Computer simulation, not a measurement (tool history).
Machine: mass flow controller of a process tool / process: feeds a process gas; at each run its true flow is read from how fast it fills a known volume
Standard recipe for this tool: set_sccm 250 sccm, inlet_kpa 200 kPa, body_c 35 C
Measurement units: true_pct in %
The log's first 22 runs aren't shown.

run,hour,set_sccm,inlet_kpa,body_c,true_pct
23,1876.5,250,200,35,97.47
24,1979.9,250,200,35,97.45
25,2033.9,212,200,23,98.38
26,2095.3,95,221,30,97.78
27,2194.3,93,200,32,97.37
28,2305.3,239,200,22,98.42
29,2397.4,216,188,32,97.51
30,2458.3,342,149,28,98.28
31,2536.5,188,200,35,97.22
32,2617.2,188,200,35,97.39
33,2705.2,257,194,33,97.69
34,2793.1,446,167,31,98.56
35,2897.8,194,169,25,97.96

Run 36 has not been measured yet. What should we expect?
36,2968.9,194,169,25,?

{"run 36": {"true_pct": 98.01}}
Had the tool carried no hidden state, the very same run would have given true_pct 98.36 %.
